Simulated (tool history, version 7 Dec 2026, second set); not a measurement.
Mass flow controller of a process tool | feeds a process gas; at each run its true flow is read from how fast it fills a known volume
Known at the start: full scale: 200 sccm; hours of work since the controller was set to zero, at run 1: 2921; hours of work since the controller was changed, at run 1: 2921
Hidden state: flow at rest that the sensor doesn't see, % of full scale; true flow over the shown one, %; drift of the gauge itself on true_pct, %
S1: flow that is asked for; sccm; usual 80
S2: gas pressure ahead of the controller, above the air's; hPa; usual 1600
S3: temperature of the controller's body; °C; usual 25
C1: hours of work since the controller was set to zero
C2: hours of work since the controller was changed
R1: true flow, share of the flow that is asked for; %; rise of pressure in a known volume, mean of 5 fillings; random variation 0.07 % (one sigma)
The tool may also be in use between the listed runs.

run    hour   S1    S2  S3    C1    C2      R1
  1       0   80  1600  25  2921  2921   99.03
  2   125.7   80  1600  25  2972  2972   98.98
  3   288.5   80  1600  25  3037  3037   99.09
  4   469.7   92  1600  25  3109  3109   98.97
  5   593.4   92  1600  25  3159  3159   98.74
  6   759.7   92  1600  25  3226  3226    98.8
  7   906.6   92  1600  25  3284  3284   98.79
  8  1001.8   80  1600  21  3323  3323   98.62
  9  1193.6   80  1600  21  3399  3399   98.74
 10    1353   80  2130  21  3463  3463   98.98
 11    1524   80  2130  21  3532  3532   99.08
 12  1719.5   80  2130  21  3610  3610   99.05
 13  1851.6   80  2130  40  3663  3663  100.42
 14  2038.8   80  2130  40  3738  3738  100.29
 15  2171.7   25  1600  25  3791  3791  101.48
 16  2343.2   80  2330  25  3860  3860    99.5
 17  2493.7   80  2330  25  3920  3920   99.38
 18  2654.3   80  2330  25  3984  3984   99.32
 19  2819.1   80  2330  25  4050  4050    99.5
 20  2899.4  132  1910  22  4083  4083   98.47
 21  3073.5   54  1600  23  4152  4152   99.26
 22  3241.6   54  1600  23  4220  4220   99.21
 23  3436.7   54  2520  26  4298  4298   100.2
 24  3634.5   54  2520  26  4377  4377  100.09
 25  3729.2   31  2520  32  4415  4415  102.12
 26  3917.2   80  2450  22  4490  4490   99.28
     4043.7  -- controller's zero set anew
 27    4102  172  1600  25    23  4564   97.65
 28  4230.2   71  1760  38    75  4615   98.31
 29  4427.3  131  2120  32   154  4694   98.31
 30  4516.5  131  2120  32   189  4730   98.39
 31  4646.4   92  2660  32   241  4782   98.66
 32  4802.9   80  2560  25   304  4845   98.08
 33  4985.7   80  2760  32   377  4918   98.68
 34  5092.9   54  2730  32   420  4961   98.74
 35  5194.9   40  2180  22   461  5002   97.49

Forecast each of these 4 alternatives for the next run:
  A  5275.2   37  1960  33  493  5034   ?
  B  5275.2   83  1710  27  493  5034   ?
  C  5275.2   40  1520  22  493  5034   ?
  D  5275.2  148  1570  22  493  5034   ?

run     R1
  A  98.16
  B  97.54
  C  97.18
  D  97.17
Without the tool's hidden state the same runs would have given:
run     R1
  A  99.92
  B  99.54
  C  98.97
  D  99.25

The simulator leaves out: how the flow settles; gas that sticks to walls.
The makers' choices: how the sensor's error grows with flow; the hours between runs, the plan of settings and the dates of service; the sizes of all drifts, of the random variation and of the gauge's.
